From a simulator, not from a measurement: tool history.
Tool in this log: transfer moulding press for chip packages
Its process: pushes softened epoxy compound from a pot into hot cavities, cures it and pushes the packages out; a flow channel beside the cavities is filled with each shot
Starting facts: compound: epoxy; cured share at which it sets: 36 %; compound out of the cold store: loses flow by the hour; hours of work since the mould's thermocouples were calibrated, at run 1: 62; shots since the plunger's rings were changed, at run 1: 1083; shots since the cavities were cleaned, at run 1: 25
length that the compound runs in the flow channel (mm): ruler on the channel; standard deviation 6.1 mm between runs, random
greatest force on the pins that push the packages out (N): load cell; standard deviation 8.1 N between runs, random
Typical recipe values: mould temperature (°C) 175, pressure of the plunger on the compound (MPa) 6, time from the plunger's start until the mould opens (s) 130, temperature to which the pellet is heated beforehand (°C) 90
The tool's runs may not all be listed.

run	hour	mould temperature (°C)	pressure of the plunger on the compound (MPa)	time from the plunger's start until the mould opens (s)	temperature to which the pellet is heated beforehand (°C)	hours of work since the mould's thermocouples were calibrated	shots since the plunger's rings were changed	shots since the cavities were cleaned	incoming compound's hours out of the cold store	length that the compound runs in the flow channel (mm)	greatest force on the pins that push the packages out (N)
1	0	175	6	130	90	62	1083	25	16.8	848	387
2	16.7	175	6	166	90	72	1217	159	41.4	795	429
3	27.1	175	6	166	92	78	1300	242	8	859	505
4	45.9	175	6	130	90	89	1452	394	16.4	840	615
5	59.8	175	6	130	90	97	1564	506	20.2	832	619
6	78.7	175	6	130	90	108	1715	657	13.2	834	652
7	100.8	175	6	130	90	121	1892	834	31.6	802	656
8	113.5	175	6	130	90	129	1994	936	18	821	681
# hour 120: cavities cleaned with cleaning compound and waxed
9	129.7	175	6	130	90	137	2112	78	17.8	825	436
# hour 132.7: mould's thermocouples calibrated
10	141.1	175	6	130	90	5	2188	154	17.7	821	492
11	162.1	175	6	130	90	17	2356	322	43.5	778	567
12	181.9	174	6	138	90	29	2514	480	13.8	838	617
13	200.9	174	6	138	90	40	2667	633	8.8	834	649
14	210.4	175	7	130	86	46	2743	709	39.3	834	635
# hour 222.1: mould's thermocouples calibrated, once more
15	231.1	175	6	130	90	5	2893	859	44.7	764	638
# hour 247.3: cavities cleaned with cleaning compound and waxed
16	252.9	175	4.54	153	90	17	3057	46	41.9	672	392
17	274	182	6.79	132	87	30	3226	215	47.1	775	477

Per-run results on a tool with no hidden state, each run keeping its own random variation:
Unlogged tool condition in this case: true mould temperature over the reading, C; pressure that reaches the compound, % of what is set; grip of the stained cavities, % over clean ones'; drift of the gauge itself on flow_mm, %; drift of the gauge itself on push_out_n, %.
run	length that the compound runs in the flow channel (mm)	greatest force on the pins that push the packages out (N)
1	867	355
2	814	316
3	881	340
4	864	374
5	857	355
6	861	358
7	831	353
8	852	361
9	858	360
10	855	361
11	812	356
12	878	356
13	876	353
14	877	344
15	807	343
16	713	343
17	824	327
